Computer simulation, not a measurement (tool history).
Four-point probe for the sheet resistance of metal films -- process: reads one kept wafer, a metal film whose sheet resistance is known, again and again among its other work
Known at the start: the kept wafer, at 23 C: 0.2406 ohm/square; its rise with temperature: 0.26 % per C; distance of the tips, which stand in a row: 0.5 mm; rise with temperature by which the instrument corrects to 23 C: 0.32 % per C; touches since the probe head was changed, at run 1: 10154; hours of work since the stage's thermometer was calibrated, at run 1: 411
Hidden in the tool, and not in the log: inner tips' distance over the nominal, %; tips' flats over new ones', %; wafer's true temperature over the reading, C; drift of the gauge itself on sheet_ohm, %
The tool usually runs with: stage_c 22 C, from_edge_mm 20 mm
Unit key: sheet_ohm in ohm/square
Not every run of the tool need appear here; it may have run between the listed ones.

| run | hour | stage_c | from_edge_mm | touches since the probe head was changed | hours of work since the stage's thermometer was calibrated | sheet_ohm |
|---|---|---|---|---|---|---|
| 1 | 0 | 22 | 20 | 10154 | 411 | 0.241153 |
| 2 | 35.1 | 22 | 50 | 10924 | 427 | 0.241172 |
| 3 | 52.3 | 22 | 50 | 11299 | 435 | 0.241194 |
| 4 | 86.8 | 24 | 20 | 12056 | 451 | 0.240923 |
| 5 | 111.5 | 22 | 52 | 12597 | 463 | 0.241139 |
| 6 | 135.2 | 22 | 52 | 13115 | 474 | 0.241187 |
| 7 | 150.5 | 22 | 46 | 13451 | 481 | 0.241214 |
| 8 | 179.4 | 22 | 20 | 14082 | 495 | 0.241132 |
| 9 | 213.7 | 31 | 20 | 14833 | 511 | 0.240046 |
| 10 | 239.5 | 22 | 20 | 15398 | 523 | 0.241248 |
| 11 | 263.4 | 22 | 20 | 15923 | 534 | 0.241243 |
| 12 | 288.4 | 23 | 20 | 16470 | 546 | 0.241077 |
|  | 292.1 | stage's thermometer calibrated |
| 13 | 319.5 | 23 | 20 | 17140 | 13 | 0.241158 |
| 14 | 338.7 | 20 | 20 | 17560 | 22 | 0.24159 |
| 15 | 372.2 | 20 | 20 | 18294 | 37 | 0.241725 |
| 16 | 406 | 34 | 20 | 19034 | 53 | 0.239837 |
| 17 | 428.2 | 22 | 20 | 19520 | 64 | 0.241375 |
| 18 | 465.9 | 28 | 20 | 20344 | 81 | 0.240615 |
| 19 | 485.9 | 22 | 20 | 20783 | 91 | 0.241389 |
|  | 518 | stage's thermometer calibrated, once more |
| 20 | 522.1 | 20 | 6 | 21565 | 2 | 0.242451 |
| 21 | 541.7 | 20 | 6 | 21993 | 11 | 0.242462 |
| 22 | 575 | 21 | 29 | 22723 | 27 | 0.241539 |
| 23 | 594.2 | 21 | 29 | 23143 | 36 | 0.241458 |
| 24 | 621.2 | 32 | 12 | 23736 | 48 | 0.240181 |
| 25 | 655.5 | 32 | 12 | 24486 | 64 | 0.240253 |
| 26 | 691.6 | 22 | 32 | 25276 | 81 | 0.241283 |
| 27 | 707.5 | 19 | 29 | 25625 | 89 | 0.241768 |
| 28 | 739.1 | 19 | 29 | 26316 | 103 | 0.241755 |
| 29 | 766.2 | 25 | 19 | 26909 | 116 | 0.241111 |
| 30 | 793.7 | 25 | 19 | 27511 | 129 | 0.241104 |
| 31 | 831.1 | 18 | 21 | 28331 | 147 | 0.242005 |
| 32 | 858.5 | 22 | 5 | 28930 | 159 | 0.242656 |
| 33 | 876.5 | 22 | 5 | 29326 | 168 | 0.242685 |
| 34 | 903.1 | 20 | 9 | 29907 | 180 | 0.242113 |
| 35 | 929.1 | 20 | 9 | 30476 | 192 | 0.242118 |
| 36 | 955.9 | 22 | 11 | 31064 | 205 | 0.241699 |
| 37 | 985.9 | 25 | 20 | 31721 | 219 | 0.241114 |

Predict each of these 3 candidate next runs independently; none follows another, all start after run 37:
| A | 1001.9 | 18 | 19 | 32070 | 226 | ? |
| B | 1001.9 | 22 | 4 | 32070 | 226 | ? |
| C | 1001.9 | 34 | 4 | 32070 | 226 | ? |

| run | sheet_ohm |
|---|---|
| A | 0.242137 |
| B | 0.243463 |
| C | 0.241783 |
With the hidden condition removed and each run's random variation left untouched, the same runs would have given:
| run | sheet_ohm |
|---|---|
| A | 0.241427 |
| B | 0.242749 |
| C | 0.241075 |
